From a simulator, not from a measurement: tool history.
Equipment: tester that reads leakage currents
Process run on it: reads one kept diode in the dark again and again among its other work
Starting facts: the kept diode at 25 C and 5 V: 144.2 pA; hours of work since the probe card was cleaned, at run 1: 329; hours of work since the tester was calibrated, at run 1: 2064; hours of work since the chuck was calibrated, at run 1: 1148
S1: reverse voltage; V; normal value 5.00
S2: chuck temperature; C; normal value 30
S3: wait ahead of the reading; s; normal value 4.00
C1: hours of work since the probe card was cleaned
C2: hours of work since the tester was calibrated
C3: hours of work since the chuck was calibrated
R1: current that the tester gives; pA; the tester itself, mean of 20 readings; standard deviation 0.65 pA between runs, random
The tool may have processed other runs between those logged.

run,hour,S1,S2,S3,C1,C2,C3,R1
1,0.0,5.00,30,4.00,329,2064,1148,205.87
2,120.9,5.00,30,4.00,390,2125,1209,205.10
# hour 277.0: chuck's temperature calibrated
# hour 297.0: tester calibrated
3,313.1,5.00,30,4.13,486,8,17,197.71
4,451.1,2.85,30,4.00,556,78,87,151.87
5,592.2,5.00,30,4.00,627,150,159,196.41
6,816.5,5.00,30,4.00,741,264,273,196.49
7,1039.2,5.00,30,4.00,854,376,386,195.39
8,1164.7,5.00,30,4.00,918,440,449,194.81
9,1391.3,5.00,30,7.62,1032,555,564,194.26
10,1543.4,1.31,30,7.62,1110,632,641,103.93
# hour 1763.3: chuck's temperature calibrated, once more
11,1804.7,1.31,30,7.62,1241,764,21,116.48
12,1982.9,5.00,50,1.01,1332,854,111,924.16
13,2202.4,14.50,50,2.18,1443,965,223,1514.41
14,2345.6,14.50,50,2.18,1516,1038,295,1505.93
15,2608.3,6.57,31,1.27,1649,1171,429,267.68
16,2876.0,5.00,46,7.31,1784,1307,564,684.90

5 options for the next run, each taken on its own from the tool as it stands now. Forecast them:
A,3009.1,9.72,48,0.90,1852,1375,632,?
B,3009.1,5.00,28,7.31,1852,1375,632,?
C,3009.1,1.51,38,7.43,1852,1375,632,?
D,3009.1,5.00,32,4.00,1852,1375,632,?
E,3009.1,8.59,21,3.11,1852,1375,632,?

run,R1
A,1077.56
B,186.00
C,221.78
D,251.33
E,142.14
Take away the tool's hidden state, keep each run's random variation, and the runs would have read:
run,R1
A,1093.05
B,184.79
C,226.15
D,251.95
E,134.76

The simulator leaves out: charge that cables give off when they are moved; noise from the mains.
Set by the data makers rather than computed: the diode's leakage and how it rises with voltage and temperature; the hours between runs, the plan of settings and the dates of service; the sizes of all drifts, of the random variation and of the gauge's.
